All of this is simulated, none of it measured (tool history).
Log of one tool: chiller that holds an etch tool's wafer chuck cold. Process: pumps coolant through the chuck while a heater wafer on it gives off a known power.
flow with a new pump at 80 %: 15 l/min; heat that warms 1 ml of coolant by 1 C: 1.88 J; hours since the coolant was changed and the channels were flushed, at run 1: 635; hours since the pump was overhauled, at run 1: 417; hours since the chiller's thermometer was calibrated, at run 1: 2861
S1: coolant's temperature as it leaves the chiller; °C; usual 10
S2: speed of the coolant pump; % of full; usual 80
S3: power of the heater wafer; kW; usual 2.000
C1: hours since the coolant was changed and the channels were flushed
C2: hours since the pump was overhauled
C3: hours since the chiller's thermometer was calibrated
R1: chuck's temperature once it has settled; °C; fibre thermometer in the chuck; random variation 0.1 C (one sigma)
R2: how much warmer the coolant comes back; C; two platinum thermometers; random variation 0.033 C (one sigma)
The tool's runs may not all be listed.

run 1 day=0.000 | S1=10 S2=80 S3=2.000 | C1=635 C2=417 C3=2861 | R1=26.5 R2=4.36
run 2 day=1.821 | S1=10 S2=80 S3=2.213 | C1=679 C2=460 C3=2905 | R1=28.2 R2=4.75
run 3 day=2.888 | S1=10 S2=80 S3=2.213 | C1=705 C2=486 C3=2931 | R1=28.3 R2=4.76
run 4 day=4.650 | S1=10 S2=80 S3=2.213 | C1=747 C2=528 C3=2973 | R1=28.3 R2=4.75
run 5 day=7.033 | S1=10 S2=80 S3=2.213 | C1=804 C2=586 C3=3030 | R1=28.5 R2=4.79
run 6 day=8.800 | S1=10 S2=80 S3=2.213 | C1=846 C2=628 C3=3073 | R1=28.5 R2=4.80
run 7 day=11.242 | S1=10 S2=80 S3=2.213 | C1=905 C2=686 C3=3131 | R1=28.7 R2=4.74
run 8 day=12.829 | S1=10 S2=80 S3=2.213 | C1=943 C2=725 C3=3169 | R1=28.6 R2=4.74
run 9 day=13.896 | S1=10 S2=80 S3=2.213 | C1=969 C2=750 C3=3195 | R1=28.7 R2=4.70
run 10 day=15.012 | S1=10 S2=80 S3=2.213 | C1=996 C2=777 C3=3222 | R1=28.7 R2=4.85
run 11 day=16.950 | S1=10 S2=80 S3=2.213 | C1=1042 C2=823 C3=3268 | R1=28.7 R2=4.74
run 12 day=18.462 | S1=6 S2=80 S3=2.000 | C1=1078 C2=860 C3=3304 | R1=23.0 R2=4.38
run 13 day=19.688 | S1=10 S2=80 S3=2.000 | C1=1108 C2=889 C3=3334 | R1=27.2 R2=4.35
run 14 day=22.108 | S1=10 S2=80 S3=2.850 | C1=1166 C2=947 C3=3392 | R1=34.3 R2=6.21
run 15 day=23.467 | S1=10 S2=80 S3=2.850 | C1=1198 C2=980 C3=3425 | R1=34.3 R2=6.30
run 16 day=25.992 | S1=8 S2=80 S3=2.000 | C1=1259 C2=1040 C3=3485 | R1=25.2 R2=4.32
-- day=26.262 chiller's thermometer calibrated
run 17 day=28.554 | S1=8 S2=80 S3=2.000 | C1=1320 C2=1101 C3=55 | R1=25.6 R2=4.37
run 18 day=29.667 | S1=10 S2=74 S3=2.694 | C1=1346 C2=1128 C3=82 | R1=34.9 R2=6.42
run 19 day=31.438 | S1=10 S2=74 S3=2.694 | C1=1389 C2=1170 C3=124 | R1=35.0 R2=6.49
run 20 day=32.700 | S1=8 S2=80 S3=2.501 | C1=1419 C2=1201 C3=155 | R1=29.7 R2=5.50
run 21 day=34.017 | S1=15 S2=77 S3=1.110 | C1=1451 C2=1232 C3=186 | R1=25.5 R2=2.56
run 22 day=35.938 | S1=1 S2=84 S3=2.653 | C1=1497 C2=1278 C3=232 | R1=23.2 R2=5.55
run 23 day=37.892 | S1=1 S2=84 S3=2.653 | C1=1544 C2=1325 C3=279 | R1=23.3 R2=5.56
-- day=38.121 chiller's thermometer calibrated, once more
run 24 day=40.304 | S1=16 S2=65 S3=2.544 | C1=1601 C2=1382 C3=52 | R1=42.0 R2=7.11
run 25 day=42.300 | S1=14 S2=80 S3=1.447 | C1=1648 C2=1430 C3=100 | R1=26.2 R2=3.22
run 26 day=44.483 | S1=14 S2=80 S3=1.447 | C1=1701 C2=1482 C3=153 | R1=26.4 R2=3.21
run 27 day=45.775 | S1=12 S2=68 S3=2.643 | C1=1732 C2=1513 C3=184 | R1=38.3 R2=6.99

The next listed run, before its measurement:
run 28 day=47.175 | S1=13 S2=70 S3=2.949 | C1=1765 C2=1547 C3=217 | R1=? R2=?

Run 28 gave R1 41.7 °C, R2 7.58 C.
Without the tool's hidden state the same run would have given R1 38.5 °C, R2 7.27 C.

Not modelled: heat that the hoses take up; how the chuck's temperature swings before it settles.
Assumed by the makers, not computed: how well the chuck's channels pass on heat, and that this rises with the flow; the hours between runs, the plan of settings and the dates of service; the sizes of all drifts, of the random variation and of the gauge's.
